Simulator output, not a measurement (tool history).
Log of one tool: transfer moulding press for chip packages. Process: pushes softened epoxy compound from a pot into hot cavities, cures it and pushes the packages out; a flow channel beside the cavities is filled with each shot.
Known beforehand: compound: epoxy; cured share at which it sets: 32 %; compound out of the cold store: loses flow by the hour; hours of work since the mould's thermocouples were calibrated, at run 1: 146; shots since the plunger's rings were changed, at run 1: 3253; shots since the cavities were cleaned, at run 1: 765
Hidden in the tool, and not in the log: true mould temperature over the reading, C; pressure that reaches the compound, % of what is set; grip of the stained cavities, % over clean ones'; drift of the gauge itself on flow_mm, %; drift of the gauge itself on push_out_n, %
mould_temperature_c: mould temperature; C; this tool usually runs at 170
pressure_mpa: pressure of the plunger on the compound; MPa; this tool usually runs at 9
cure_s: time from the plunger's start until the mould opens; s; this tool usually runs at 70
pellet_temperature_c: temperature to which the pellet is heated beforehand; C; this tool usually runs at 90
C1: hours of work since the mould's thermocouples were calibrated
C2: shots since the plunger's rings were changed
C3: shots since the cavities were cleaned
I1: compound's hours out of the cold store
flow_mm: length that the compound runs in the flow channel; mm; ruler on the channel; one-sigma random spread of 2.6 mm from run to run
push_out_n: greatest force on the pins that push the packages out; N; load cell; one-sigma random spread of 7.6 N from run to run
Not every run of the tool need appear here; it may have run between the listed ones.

run 1 day=0 | mould_temperature_c=170 pressure_mpa=9 cure_s=70 pellet_temperature_c=90 | C1=146 C2=3253 C3=765 | I1=28.5 | flow_mm=761 push_out_n=330
-- day=0.996 cavities cleaned with cleaning compound and waxed
run 2 day=1.075 | mould_temperature_c=170 pressure_mpa=9 cure_s=70 pellet_temperature_c=90 | C1=161 C2=3651 C3=30 | I1=32.7 | flow_mm=743 push_out_n=330
run 3 day=1.858 | mould_temperature_c=170 pressure_mpa=9 cure_s=70 pellet_temperature_c=90 | C1=173 C2=3959 C3=338 | I1=34.1 | flow_mm=739 push_out_n=339
run 4 day=3.254 | mould_temperature_c=170 pressure_mpa=9 cure_s=70 pellet_temperature_c=90 | C1=194 C2=4508 C3=887 | I1=41.1 | flow_mm=719 push_out_n=323
-- day=3.983 cavities cleaned with cleaning compound and waxed
run 5 day=4.754 | mould_temperature_c=170 pressure_mpa=7.62 cure_s=70 pellet_temperature_c=90 | C1=216 C2=5074 C3=303 | I1=38.7 | flow_mm=673 push_out_n=329
run 6 day=5.996 | mould_temperature_c=170 pressure_mpa=10.63 cure_s=70 pellet_temperature_c=90 | C1=235 C2=5562 C3=791 | I1=45 | flow_mm=771 push_out_n=328
-- day=6.888 cavities cleaned with cleaning compound and waxed
run 7 day=7.275 | mould_temperature_c=170 pressure_mpa=9 cure_s=70 pellet_temperature_c=90 | C1=253 C2=6041 C3=153 | I1=27.5 | flow_mm=763 push_out_n=333
-- day=7.862 plunger's sealing rings changed
run 8 day=8.508 | mould_temperature_c=170 pressure_mpa=9 cure_s=70 pellet_temperature_c=90 | C1=270 C2=254 C3=596 | I1=22 | flow_mm=774 push_out_n=340
run 9 day=9.575 | mould_temperature_c=170 pressure_mpa=9 cure_s=70 pellet_temperature_c=90 | C1=286 C2=674 C3=1016 | I1=34.7 | flow_mm=745 push_out_n=315
-- day=9.912 cavities cleaned with cleaning compound and waxed
run 10 day=10.596 | mould_temperature_c=170 pressure_mpa=9 cure_s=70 pellet_temperature_c=90 | C1=301 C2=1052 C3=270 | I1=39.8 | flow_mm=723 push_out_n=329
run 11 day=11.429 | mould_temperature_c=165 pressure_mpa=9 cure_s=70 pellet_temperature_c=90 | C1=314 C2=1378 C3=596 | I1=24.9 | flow_mm=785 push_out_n=476
run 12 day=12.688 | mould_temperature_c=165 pressure_mpa=9 cure_s=70 pellet_temperature_c=90 | C1=333 C2=1875 C3=1093 | I1=33.3 | flow_mm=760 push_out_n=484
-- day=12.896 cavities cleaned with cleaning compound and waxed
run 13 day=13.55 | mould_temperature_c=170 pressure_mpa=9 cure_s=70 pellet_temperature_c=95 | C1=345 C2=2189 C3=259 | I1=9.8 | flow_mm=816 push_out_n=345
run 14 day=14.471 | mould_temperature_c=169 pressure_mpa=9 cure_s=70 pellet_temperature_c=90 | C1=359 C2=2550 C3=620 | I1=15.7 | flow_mm=801 push_out_n=362
-- day=15.838 cavities cleaned with cleaning compound and waxed
run 15 day=15.925 | mould_temperature_c=170 pressure_mpa=9.73 cure_s=87 pellet_temperature_c=84 | C1=380 C2=3098 C3=34 | I1=28.6 | flow_mm=791 push_out_n=240
run 16 day=16.883 | mould_temperature_c=170 pressure_mpa=8.18 cure_s=110 pellet_temperature_c=90 | C1=394 C2=3474 C3=410 | I1=40.4 | flow_mm=694 push_out_n=215
run 17 day=18.188 | mould_temperature_c=170 pressure_mpa=8.62 cure_s=110 pellet_temperature_c=98 | C1=414 C2=3988 C3=924 | I1=46.9 | flow_mm=687 push_out_n=207
-- day=18.783 cavities cleaned with cleaning compound and waxed
run 18 day=19.367 | mould_temperature_c=170 pressure_mpa=10.5 cure_s=53 pellet_temperature_c=98 | C1=431 C2=4426 C3=228 | I1=29 | flow_mm=808 push_out_n=672
run 19 day=20.771 | mould_temperature_c=177 pressure_mpa=7.23 cure_s=60 pellet_temperature_c=95 | C1=452 C2=4978 C3=780 | I1=44.7 | flow_mm=619 push_out_n=309
run 20 day=21.433 | mould_temperature_c=177 pressure_mpa=7.23 cure_s=60 pellet_temperature_c=95 | C1=462 C2=5240 C3=1042 | I1=33.4 | flow_mm=645 push_out_n=324
-- day=21.704 mould's thermocouples calibrated
-- day=21.767 cavities cleaned with cleaning compound and waxed
run 21 day=22.992 | mould_temperature_c=172 pressure_mpa=9 cure_s=70 pellet_temperature_c=92 | C1=19 C2=5795 C3=482 | I1=24.2 | flow_mm=767 push_out_n=303
-- day=24.225 plunger's sealing rings changed
run 22 day=24.225 | mould_temperature_c=168 pressure_mpa=9 cure_s=69 pellet_temperature_c=100 | C1=36 C2=0 C3=926 | I1=14.1 | flow_mm=809 push_out_n=398
-- day=24.779 cavities cleaned with cleaning compound and waxed
run 23 day=25.212 | mould_temperature_c=168 pressure_mpa=9 cure_s=69 pellet_temperature_c=100 | C1=50 C2=364 C3=170 | I1=16.8 | flow_mm=791 push_out_n=377
run 24 day=26.25 | mould_temperature_c=168 pressure_mpa=9 cure_s=69 pellet_temperature_c=100 | C1=65 C2=772 C3=578 | I1=11.3 | flow_mm=812 push_out_n=400

Run 25, settings as shown, results not yet in. Your forecast:
run 25 day=27.5 | mould_temperature_c=168 pressure_mpa=9 cure_s=76 pellet_temperature_c=100 | C1=84 C2=1264 C3=1070 | I1=28.4 | flow_mm=? push_out_n=?

Run 25 measured flow_mm 759 mm, push_out_n 301 N.
Without the tool's hidden state the same run would have given flow_mm 759 mm, push_out_n 295 N.

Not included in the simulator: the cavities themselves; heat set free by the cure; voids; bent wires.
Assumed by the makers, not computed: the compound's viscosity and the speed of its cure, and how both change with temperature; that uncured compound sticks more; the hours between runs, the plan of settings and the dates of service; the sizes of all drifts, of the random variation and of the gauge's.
